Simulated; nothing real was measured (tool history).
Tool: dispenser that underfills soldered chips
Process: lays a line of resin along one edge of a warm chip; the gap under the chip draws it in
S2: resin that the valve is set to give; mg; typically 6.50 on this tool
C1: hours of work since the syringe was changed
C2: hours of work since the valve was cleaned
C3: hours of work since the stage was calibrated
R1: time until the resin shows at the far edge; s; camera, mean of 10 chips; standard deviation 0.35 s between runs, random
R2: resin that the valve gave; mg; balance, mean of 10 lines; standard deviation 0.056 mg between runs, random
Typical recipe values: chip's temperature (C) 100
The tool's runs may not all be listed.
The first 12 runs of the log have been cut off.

Run 13, hour 83.2: usual settings but S2 8.28 mg; C1 8; C2 5; C3 65. Result: R1 22.3 s, R2 8.22 mg.
At hour 86.6: new syringe of resin.
Run 14, hour 91.1: usual settings but chip's temperature (C) 113; C1 3; C2 10; C3 70. Result: R1 13.4 s, R2 6.45 mg.
Run 15, hour 95.9: usual settings but chip's temperature (C) 113; C1 6; C2 14; C3 74. Result: R1 15.3 s, R2 6.56 mg.
At hour 102.2: new syringe of resin.
Run 16, hour 102.8: usual settings but chip's temperature (C) 113; C1 0; C2 18; C3 78. Result: R1 12.2 s, R2 6.37 mg.
Run 17, hour 111.5: usual settings; C1 6; C2 24; C3 84. Result: R1 20.9 s, R2 6.38 mg.
At hour 117.7: new syringe of resin.
Run 18, hour 121.8: usual settings but S2 8.33 mg; C1 3; C2 31; C3 91. Result: R1 18.7 s, R2 8.22 mg.
Run 19, hour 128.8: usual settings but chip's temperature (C) 91, S2 6.15 mg; C1 8; C2 36; C3 96. Result: R1 29.8 s, R2 6.17 mg.
At hour 133.6: new syringe of resin.
Run 20, hour 134.1: usual settings but S2 5.97 mg; C1 0; C2 39; C3 99. Result: R1 18.2 s, R2 5.84 mg.
Run 21, hour 139.3: usual settings but chip's temperature (C) 96, S2 6.19 mg; C1 4; C2 43; C3 103. Result: R1 22.8 s, R2 6.11 mg.
Run 22, hour 144.8: usual settings but chip's temperature (C) 96, S2 6.19 mg; C1 8; C2 46; C3 106. Result: R1 25.6 s, R2 6.01 mg.
At hour 149.0: new syringe of resin.
Run 23, hour 151.2: usual settings but chip's temperature (C) 96, S2 6.19 mg; C1 2; C2 50; C3 110. Result: R1 20.5 s, R2 6.06 mg.
Run 24, hour 158.5: usual settings but chip's temperature (C) 105, S2 7.86 mg; C1 6; C2 55; C3 115. Result: R1 17.9 s, R2 7.59 mg.
At hour 164.3: new syringe of resin.
Run 25, hour 165.3: usual settings but chip's temperature (C) 92, S2 7.39 mg; C1 1; C2 60; C3 120. Result: R1 23.1 s, R2 7.26 mg.
Run 26, hour 172.6: usual settings but chip's temperature (C) 94, S2 7.75 mg; C1 6; C2 65; C3 125. Result: R1 25.6 s, R2 7.66 mg.
Run 27, hour 177.5: usual settings but chip's temperature (C) 104, S2 7.14 mg; C1 9; C2 68; C3 128. Result: R1 21.0 s, R2 6.94 mg.
At hour 179.5: new syringe of resin.
Run 28, hour 184.0: usual settings but chip's temperature (C) 92, S2 8.19 mg; C1 3; C2 72; C3 132. Result: R1 24.7 s, R2 7.87 mg.
Run 29, hour 190.3: usual settings but chip's temperature (C) 101, S2 5.77 mg; C1 7; C2 77; C3 137. Result: R1 22.4 s, R2 5.41 mg.
At hour 195.5: new syringe of resin.
Run 30, hour 200.4: usual settings but chip's temperature (C) 101, S2 5.77 mg; C1 3; C2 83; C3 143. Result: R1 20.1 s, R2 5.60 mg.
Run 31, hour 209.2: usual settings but chip's temperature (C) 101, S2 5.77 mg; C1 9; C2 89; C3 149. Result: R1 23.4 s, R2 5.49 mg.
At hour 211.3: new syringe of resin.
Run 32, hour 216.4: usual settings but chip's temperature (C) 87, S2 8.27 mg; C1 3; C2 94; C3 154. Result: R1 29.3 s, R2 7.86 mg.
Run 33, hour 224.0: usual settings but chip's temperature (C) 104, S2 5.64 mg; C1 9; C2 99; C3 159. Result: R1 20.9 s, R2 5.42 mg.
At hour 226.7: new syringe of resin.
Run 34, hour 231.2: usual settings but chip's temperature (C) 113, S2 6.49 mg; C1 3; C2 104; C3 164. Result: R1 13.6 s, R2 6.12 mg.
Run 35, hour 236.0: usual settings but chip's temperature (C) 103, S2 6.68 mg; C1 6; C2 107; C3 167. Result: R1 19.7 s, R2 6.47 mg.
At hour 242.4: new syringe of resin.
Run 36, hour 243.0: usual settings but S2 6.06 mg; C1 0; C2 112; C3 172. Result: R1 19.1 s, R2 5.83 mg.

4 options for the next run, each taken on its own from the tool as it stands now. Forecast them:
Run A, hour 247.3: usual settings but chip's temperature (C) 92, S2 8.36 mg; C1 3; C2 115; C3 175. Result: R1 ?, R2 ?.
Run B, hour 247.3: usual settings but chip's temperature (C) 93, S2 6.57 mg; C1 3; C2 115; C3 175. Result: R1 ?, R2 ?.
Run C, hour 247.3: usual settings but chip's temperature (C) 109, S2 8.06 mg; C1 3; C2 115; C3 175. Result: R1 ?, R2 ?.
Run D, hour 247.3: usual settings but chip's temperature (C) 90, S2 7.01 mg; C1 3; C2 115; C3 175. Result: R1 ?, R2 ?.

run    R1    R2
  A  25.4  7.96
  B  25.8  6.22
  C  15.1  7.70
  D  26.9  6.63
Without the tool's unlogged condition, the same runs would have read:
run    R1    R2
  A  21.9  8.37
  B  22.3  6.55
  C  13.0  8.10
  D  23.1  6.98
